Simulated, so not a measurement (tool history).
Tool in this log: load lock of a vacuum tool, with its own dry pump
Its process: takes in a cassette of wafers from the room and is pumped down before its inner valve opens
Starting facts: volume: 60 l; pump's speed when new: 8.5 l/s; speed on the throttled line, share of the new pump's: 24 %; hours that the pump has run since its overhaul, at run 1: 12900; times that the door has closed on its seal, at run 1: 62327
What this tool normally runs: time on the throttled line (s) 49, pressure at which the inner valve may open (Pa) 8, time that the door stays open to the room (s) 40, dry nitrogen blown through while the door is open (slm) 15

run    hour  time on the throttled line (s)  pressure at which the inner valve may open (Pa)  time that the door stays open to the room (s)  dry nitrogen blown through while the door is open (slm)  hours that the pump has run since its overhaul  times that the door has closed on its seal  incoming humidity of the room's air, %  time from the closed door until the inner valve may open (s)  rise of the pressure with all valves shut (Pa/min)
  1     0.0                              49                                                8                                             40                                                       15                                           12900                                       62327                                    45.8                                                         120.9                                               0.241
  2   187.6                              49                                                8                                             40                                                       13                                           13087                                       62878                                    45.4                                                         119.6                                               0.243
  3   498.1                              49                                                8                                             40                                                       13                                           13398                                       63792                                    48.6                                                         121.1                                               0.248
      713.5  -- door's seal changed, seat wiped
  4   835.4                              49                                                8                                             40                                                       15                                           13734                                         358                                    43.9                                                         121.7                                               0.036
  5  1170.7                              49                                                8                                             40                                                       15                                           14069                                        1345                                    47.0                                                         122.0                                               0.038
  6  1403.3                              49                                                8                                             40                                                       15                                           14302                                        2029                                    44.5                                                         124.0                                               0.039
  7  1682.3                              49                                                8                                             40                                                       15                                           14581                                        2850                                    47.3                                                         124.1                                               0.041
  8  1979.2                              49                                                8                                             40                                                       15                                           14877                                        3723                                    48.4                                                         123.4                                               0.042
  9  2290.3                              49                                                7                                             40                                                       15                                           15189                                        4638                                    47.3                                                         126.5                                               0.038
 10  2445.6                              49                                               11                                             40                                                        5                                           15344                                        5095                                    37.7                                                         121.5                                               0.038
 11  2616.6                              42                                                9                                             40                                                       15                                           15515                                        5598                                    44.1                                                         119.4                                               0.043
     2696.2  -- dry pump taken out, an overhauled one fitted
 12  2817.2                              32                                                9                                            210                                                       45                                             121                                        6170                                    47.2                                                          88.9                                               0.082

Consider 3 possible next runs. They are alternatives, not a sequence: every one starts from the tool as it was left by run 12. What does each give?
  A  3062.3                              32                                                9                                             29                                                        5                                             366                                        6891                                    45.5                                                             ?                                                   ?
  B  3062.3                              32                                                9                                            149                                                       12                                             366                                        6891                                    42.6                                                             ?                                                   ?
  C  3062.3                              32                                                9                                             93                                                       45                                             366                                        6891                                    46.0                                                             ?                                                   ?

run  time from the closed door until the inner valve may open (s)  rise of the pressure with all valves shut (Pa/min)
  A                                                          90.3                                               0.048
  B                                                          91.3                                               0.098
  C                                                          89.6                                               0.051
Without the tool's hidden state the same runs would have given:
run  time from the closed door until the inner valve may open (s)  rise of the pressure with all valves shut (Pa/min)
  A                                                          89.8                                               0.040
  B                                                          90.8                                               0.089
  C                                                          89.2                                               0.043
